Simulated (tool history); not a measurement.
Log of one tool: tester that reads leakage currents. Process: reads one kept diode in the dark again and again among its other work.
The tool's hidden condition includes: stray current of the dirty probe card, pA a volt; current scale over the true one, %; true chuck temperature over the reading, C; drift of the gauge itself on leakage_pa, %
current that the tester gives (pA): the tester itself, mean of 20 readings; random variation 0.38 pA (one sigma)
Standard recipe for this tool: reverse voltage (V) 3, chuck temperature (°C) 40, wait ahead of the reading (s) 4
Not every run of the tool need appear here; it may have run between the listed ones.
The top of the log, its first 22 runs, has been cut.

run,day,reverse voltage (V),chuck temperature (°C),wait ahead of the reading (s),hours of work since the probe card was cleaned,hours of work since the tester was calibrated,hours of work since the chuck was calibrated,current that the tester gives (pA)
23,156.171,16.16,27,6.4,743,2178,542,82.86
24,166.188,16.16,37,9.03,871,2306,670,177.41
25,174.892,12.81,39,1.11,982,2417,781,192.1
26,182.917,19.72,53,4,1084,2519,883,593.11
27,187.821,14.21,35,0.7,1147,2582,946,150.98
28,195.242,14.21,35,0.7,1242,2676,1041,151.4
29,203.921,4,29,1.71,1352,2787,1151,61.13
30,209.492,3.6,23,5.86,1424,2858,1222,36.4
31,213.629,9.65,38,5.86,1476,2911,1275,162.21
32,221.658,1.01,35,4,1579,3014,1378,61.4
# day 222.35: probe card cleaned and baked
33,230.954,1.01,35,4,110,3131,1495,61.02
34,237.725,2.34,60,3.45,196,3217,1581,461.4
35,242.612,2.34,60,3.45,259,3279,1644,465.44
# day 247.758: tester calibrated
36,249.521,1.38,35,1.53,346,23,1731,67.87
37,257.738,1.24,27,4,451,127,1836,35.28
38,262.967,1.24,27,4,517,194,1902,35.15
39,272.475,1.24,27,4,639,316,2024,35.3
40,277.079,2.99,55,0.73,698,374,2082,363.56
41,283.262,2.99,55,0.73,776,453,2161,363.88

Here are 3 independent what-if runs from the current tool condition. What would each one return?
A,291.112,4.04,40,4,877,553,2262,?
B,291.112,2.99,26,1.13,877,553,2262,?
C,291.112,3.77,47,8,877,553,2262,?

run,current that the tester gives (pA)
A,140.5
B,43.91
C,226.01
What these runs would have given with no unlogged condition in the tool:
run,current that the tester gives (pA)
A,140.38
B,43.85
C,225.84
